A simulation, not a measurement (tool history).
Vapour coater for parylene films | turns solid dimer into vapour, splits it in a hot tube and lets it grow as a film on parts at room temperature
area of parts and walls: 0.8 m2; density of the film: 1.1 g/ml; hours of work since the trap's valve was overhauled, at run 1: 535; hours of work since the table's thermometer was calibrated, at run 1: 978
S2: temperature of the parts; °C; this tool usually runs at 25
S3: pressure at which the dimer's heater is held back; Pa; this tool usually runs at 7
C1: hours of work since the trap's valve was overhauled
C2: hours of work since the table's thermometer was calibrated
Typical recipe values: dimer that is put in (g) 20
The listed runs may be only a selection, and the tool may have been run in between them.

Run 1, hour 0: usual settings; C1 535; C2 978. Result: thickness of the film (um) 15.87.
Run 2, hour 25.6: usual settings; C1 557; C2 1000. Result: thickness of the film (um) 15.72.
Run 3, hour 43.5: usual settings but S3 6.6 Pa; C1 571; C2 1014. Result: thickness of the film (um) 15.87.
Run 4, hour 62.1: usual settings but S3 6.6 Pa; C1 587; C2 1030. Result: thickness of the film (um) 15.7.
Run 5, hour 82.4: usual settings but S3 3.53 Pa; C1 604; C2 1047. Result: thickness of the film (um) 17.28.
Run 6, hour 108.9: usual settings but S3 3.53 Pa; C1 626; C2 1069. Result: thickness of the film (um) 17.11.
Run 7, hour 128.8: usual settings but S3 11.22 Pa; C1 642; C2 1085. Result: thickness of the film (um) 14.56.
At hour 135.6: trap's valve overhauled.
Run 8, hour 163.3: usual settings but S3 11.22 Pa; C1 23; C2 1111. Result: thickness of the film (um) 15.6.
Run 9, hour 185: usual settings but S3 11.22 Pa; C1 41; C2 1129. Result: thickness of the film (um) 15.51.
Run 10, hour 206.8: usual settings but S3 11.22 Pa; C1 59; C2 1147. Result: thickness of the film (um) 15.44.
Run 11, hour 237.6: usual settings but S3 2.91 Pa; C1 85; C2 1172. Result: thickness of the film (um) 18.75.
Run 12, hour 267.3: usual settings but S3 2.91 Pa; C1 109; C2 1197. Result: thickness of the film (um) 18.64.
Run 13, hour 286.6: usual settings but S2 22 °C; C1 125; C2 1213. Result: thickness of the film (um) 17.68.
Run 14, hour 307.9: usual settings but S2 22 °C; C1 143; C2 1231. Result: thickness of the film (um) 17.6.
Run 15, hour 320.5: usual settings but S2 22 °C; C1 154; C2 1241. Result: thickness of the film (um) 17.71.
Run 16, hour 350.6: usual settings but S2 22 °C; C1 179; C2 1266. Result: thickness of the film (um) 17.7.
Run 17, hour 364.8: usual settings but S2 22 °C; C1 190; C2 1278. Result: thickness of the film (um) 17.48.
Run 18, hour 382.8: usual settings but dimer that is put in (g) 28, S3 9.3 Pa; C1 205; C2 1293. Result: thickness of the film (um) 22.02.
Run 19, hour 408.4: usual settings but dimer that is put in (g) 28, S2 21 °C, S3 2.39 Pa; C1 227; C2 1314. Result: thickness of the film (um) 29.39.
Run 20, hour 428.1: usual settings but dimer that is put in (g) 28, S3 4.09 Pa; C1 243; C2 1331. Result: thickness of the film (um) 24.58.

Estimate the outcome of run 21 from the log above:
At hour 430.7: table's thermometer calibrated.
Run 21, hour 442.8: usual settings but dimer that is put in (g) 12, S2 32 °C, S3 10.41 Pa; C1 254; C2 10. Result: thickness of the film (um) ?.

thickness of the film (um): 7.87
Had the tool carried no hidden state, the very same run would have given thickness of the film (um) 7.98.

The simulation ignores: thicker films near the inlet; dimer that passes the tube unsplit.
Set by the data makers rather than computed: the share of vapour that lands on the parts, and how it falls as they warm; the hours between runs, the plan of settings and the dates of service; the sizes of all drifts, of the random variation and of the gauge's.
